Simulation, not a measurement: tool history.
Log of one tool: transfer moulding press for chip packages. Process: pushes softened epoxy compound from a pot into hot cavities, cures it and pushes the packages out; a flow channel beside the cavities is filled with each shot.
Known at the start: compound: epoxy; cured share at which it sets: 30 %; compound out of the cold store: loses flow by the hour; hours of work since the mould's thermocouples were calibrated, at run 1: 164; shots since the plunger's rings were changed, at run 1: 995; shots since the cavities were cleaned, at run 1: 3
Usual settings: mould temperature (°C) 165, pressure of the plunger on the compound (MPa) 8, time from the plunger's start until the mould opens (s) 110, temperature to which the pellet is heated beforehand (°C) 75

run	hour	mould temperature (°C)	pressure of the plunger on the compound (MPa)	time from the plunger's start until the mould opens (s)	temperature to which the pellet is heated beforehand (°C)	hours of work since the mould's thermocouples were calibrated	shots since the plunger's rings were changed	shots since the cavities were cleaned	incoming compound's hours out of the cold store	length that the compound runs in the flow channel (mm)	greatest force on the pins that push the packages out (N)
1	0	165	8	110	75	164	995	3	38.7	518	513
# hour 46.9: cavities cleaned with cleaning compound and waxed
2	62.4	165	8	110	75	205	1686	176	29.7	537	674
# hour 97.2: cavities cleaned with cleaning compound and waxed
3	120	165	8	110	75	243	2321	258	35.1	512	687
# hour 143.3: cavities cleaned with cleaning compound and waxed
# hour 177.2: plunger's sealing rings changed
4	178.3	165	8	110	75	280	13	369	30.1	550	768
# hour 195.1: cavities cleaned with cleaning compound and waxed
# hour 242.3: cavities cleaned with cleaning compound and waxed
5	269.2	165	7.02	110	75	339	1009	305	47.6	457	726
# hour 290.6: cavities cleaned with cleaning compound and waxed
6	329.6	165	7.81	110	75	379	1677	443	10.3	602	860
# hour 335.9: cavities cleaned with cleaning compound and waxed
# hour 382.7: cavities cleaned with cleaning compound and waxed
7	397.7	165	7.81	110	75	424	2414	170	10.1	588	695
# hour 431.6: cavities cleaned with cleaning compound and waxed
# hour 446.9: plunger's sealing rings changed
# hour 479.7: cavities cleaned with cleaning compound and waxed
8	501.2	165	7.81	110	75	490	599	244	32.6	530	721
# hour 527.8: cavities cleaned with cleaning compound and waxed
9	568.6	165	7.81	110	75	535	1345	462	45	487	804
# hour 579.2: cavities cleaned with cleaning compound and waxed
# hour 631.4: cavities cleaned with cleaning compound and waxed
10	641.7	165	8	110	75	582	2139	116	12.8	588	657
# hour 679.5: cavities cleaned with cleaning compound and waxed
11	690.3	165	8.58	110	75	614	2673	121	32.6	537	639
# hour 711.2: plunger's sealing rings changed
# hour 730.2: cavities cleaned with cleaning compound and waxed
# hour 778.2: cavities cleaned with cleaning compound and waxed
12	788.5	165	8.58	110	75	677	842	116	23.6	587	630
# hour 824.5: cavities cleaned with cleaning compound and waxed
# hour 873.9: cavities cleaned with cleaning compound and waxed
13	885.4	165	8	110	75	741	1906	130	21.9	566	644
# hour 922.5: cavities cleaned with cleaning compound and waxed
# hour 968.7: cavities cleaned with cleaning compound and waxed
# hour 980.2: plunger's sealing rings changed
14	987.3	170	6.52	110	82	806	80	183	47.5	444	593
# hour 997.4: mould's thermocouples calibrated
# hour 1027.5: cavities cleaned with cleaning compound and waxed
15	1042.4	163	8	110	75	30	665	170	22.9	577	711
# hour 1077.6: cavities cleaned with cleaning compound and waxed
# hour 1123.8: cavities cleaned with cleaning compound and waxed
16	1123.8	165	8.03	124	75	83	1553	0	14.7	586	480
17	1167.5	165	8.67	103	75	112	2048	495	19.2	588	894
# hour 1178.1: cavities cleaned with cleaning compound and waxed
# hour 1225.3: cavities cleaned with cleaning compound and waxed
# hour 1250.3: plunger's sealing rings changed
18	1259	165	8.49	97	75	171	99	354	44.8	522	898
# hour 1277.4: cavities cleaned with cleaning compound and waxed
# hour 1325.3: cavities cleaned with cleaning compound and waxed
19	1334.5	165	8.49	97	75	220	920	104	40.8	526	721
# hour 1374.9: cavities cleaned with cleaning compound and waxed
# hour 1421.8: cavities cleaned with cleaning compound and waxed
20	1422.3	168	6.52	97	68	278	1881	5	27.9	481	549
# hour 1474.7: cavities cleaned with cleaning compound and waxed
21	1475	168	6.52	97	68	312	2461	3	26.1	483	562
# hour 1518.8: plunger's sealing rings changed
# hour 1527.3: cavities cleaned with cleaning compound and waxed
22	1544.9	168	6.52	97	68	357	280	201	9.6	561	776
# hour 1575.9: cavities cleaned with cleaning compound and waxed
23	1611.2	162	8	110	66	401	1014	400	33.9	540	970
# hour 1621.9: cavities cleaned with cleaning compound and waxed
# hour 1670.3: cavities cleaned with cleaning compound and waxed
24	1713.1	165	8	110	65	468	2135	485	21	557	865
# hour 1719.3: cavities cleaned with cleaning compound and waxed
25	1762	173	8	106	65	500	2672	484	13.1	555	689

Forecast each of these 3 alternatives for the next run:
# hour 1772: cavities cleaned with cleaning compound and waxed
# hour 1787.5: plunger's sealing rings changed
# hour 1820.3: cavities cleaned with cleaning compound and waxed
A	1820.3	158	8	106	74	536	355	0	37.7	?	?
# hour 1772: cavities cleaned with cleaning compound and waxed
# hour 1787.5: plunger's sealing rings changed
# hour 1820.3: cavities cleaned with cleaning compound and waxed
B	1820.3	165	8	110	76	536	355	0	20.2	?	?
# hour 1772: cavities cleaned with cleaning compound and waxed
# hour 1787.5: plunger's sealing rings changed
# hour 1820.3: cavities cleaned with cleaning compound and waxed
C	1820.3	173	6.06	108	71	536	355	0	30	?	?

run	length that the compound runs in the flow channel (mm)	greatest force on the pins that push the packages out (N)
A	549	893
B	586	561
C	462	440
Without the tool's hidden state the same runs would have given:
run	length that the compound runs in the flow channel (mm)	greatest force on the pins that push the packages out (N)
A	551	830
B	589	532
C	464	431

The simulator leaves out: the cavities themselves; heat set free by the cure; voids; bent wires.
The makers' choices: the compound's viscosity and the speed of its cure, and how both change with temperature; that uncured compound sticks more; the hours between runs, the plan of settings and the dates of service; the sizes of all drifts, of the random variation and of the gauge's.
